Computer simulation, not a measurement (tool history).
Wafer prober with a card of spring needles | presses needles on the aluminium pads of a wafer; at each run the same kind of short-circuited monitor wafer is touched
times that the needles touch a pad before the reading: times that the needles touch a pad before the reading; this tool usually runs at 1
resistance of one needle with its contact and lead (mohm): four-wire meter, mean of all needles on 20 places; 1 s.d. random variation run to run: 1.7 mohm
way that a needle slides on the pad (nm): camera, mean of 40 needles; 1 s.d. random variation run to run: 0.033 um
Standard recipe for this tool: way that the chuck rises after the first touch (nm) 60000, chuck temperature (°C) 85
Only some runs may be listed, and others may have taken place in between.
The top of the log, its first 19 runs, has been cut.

| run | day | way that the chuck rises after the first touch (nm) | chuck temperature (°C) | times that the needles touch a pad before the reading | resistance of one needle with its contact and lead (mohm) | way that a needle slides on the pad (nm) |
|---|---|---|---|---|---|---|
|  | 19.512 | tips cleaned on abrasive film |
|  | 20.146 | tips cleaned on abrasive film |
| 20 | 20.146 | 54000 | 69 | 1 | 198 | 13400 |
|  | 20.825 | tips cleaned on abrasive film |
| 21 | 21.150 | 54000 | 27 | 1 | 280 | 13380 |
|  | 21.429 | tips cleaned on abrasive film |
|  | 22.071 | tips cleaned on abrasive film |
| 22 | 22.646 | 73000 | 115 | 1 | 259 | 18180 |
|  | 22.779 | tips cleaned on abrasive film |
|  | 23.467 | tips cleaned on abrasive film |
| 23 | 23.512 | 65000 | 54 | 2 | 183 | 16090 |
|  | 24.146 | tips cleaned on abrasive film |
| 24 | 24.475 | 65000 | 54 | 2 | 216 | 16090 |
|  | 24.762 | tips cleaned on abrasive film |
|  | 25.408 | tips cleaned on abrasive film |
|  | 25.525 | height of the first contact set anew |
| 25 | 25.583 | 60000 | 85 | 1 | 235 | 15250 |
|  | 26.079 | tips cleaned on abrasive film |
|  | 26.725 | tips cleaned on abrasive film |
| 26 | 27.033 | 47000 | 120 | 3 | 229 | 11890 |
|  | 27.338 | tips cleaned on abrasive film |
|  | 27.950 | tips cleaned on abrasive film |
| 27 | 28.179 | 47000 | 120 | 3 | 223 | 11860 |
|  | 28.575 | tips cleaned on abrasive film |
|  | 29.204 | tips cleaned on abrasive film |
| 28 | 29.246 | 65000 | 85 | 1 | 192 | 16410 |
|  | 29.833 | tips cleaned on abrasive film |
| 29 | 30.354 | 59000 | 85 | 1 | 288 | 14890 |
|  | 30.454 | tips cleaned on abrasive film |
|  | 31.062 | tips cleaned on abrasive film |
|  | 31.675 | tips cleaned on abrasive film |
| 30 | 31.875 | 60000 | 85 | 2 | 208 | 15090 |
|  | 32.338 | tips cleaned on abrasive film |
| 31 | 32.638 | 70000 | 53 | 2 | 208 | 17630 |
|  | 33.000 | tips cleaned on abrasive film |
|  | 33.679 | tips cleaned on abrasive film |
| 32 | 34.054 | 70000 | 53 | 2 | 215 | 17570 |

3 options for the next run, each taken on its own from the tool as it stands now. Forecast them:
|  | 34.379 | tips cleaned on abrasive film |
|  | 35.108 | tips cleaned on abrasive film |
| A | 35.138 | 70000 | 60 | 1 | ? | ? |
|  | 34.379 | tips cleaned on abrasive film |
|  | 35.108 | tips cleaned on abrasive film |
| B | 35.138 | 80000 | 78 | 2 | ? | ? |
|  | 34.379 | tips cleaned on abrasive film |
|  | 35.108 | tips cleaned on abrasive film |
| C | 35.138 | 60000 | 61 | 1 | ? | ? |

| run | resistance of one needle with its contact and lead (mohm) | way that a needle slides on the pad (nm) |
|---|---|---|
| A | 183 | 17490 |
| B | 178 | 20010 |
| C | 190 | 14950 |
Had the tool no hidden state, the same runs would have come out as:
| run | resistance of one needle with its contact and lead (mohm) | way that a needle slides on the pad (nm) |
|---|---|---|
| A | 168 | 17760 |
| B | 170 | 20280 |
| C | 170 | 15210 |
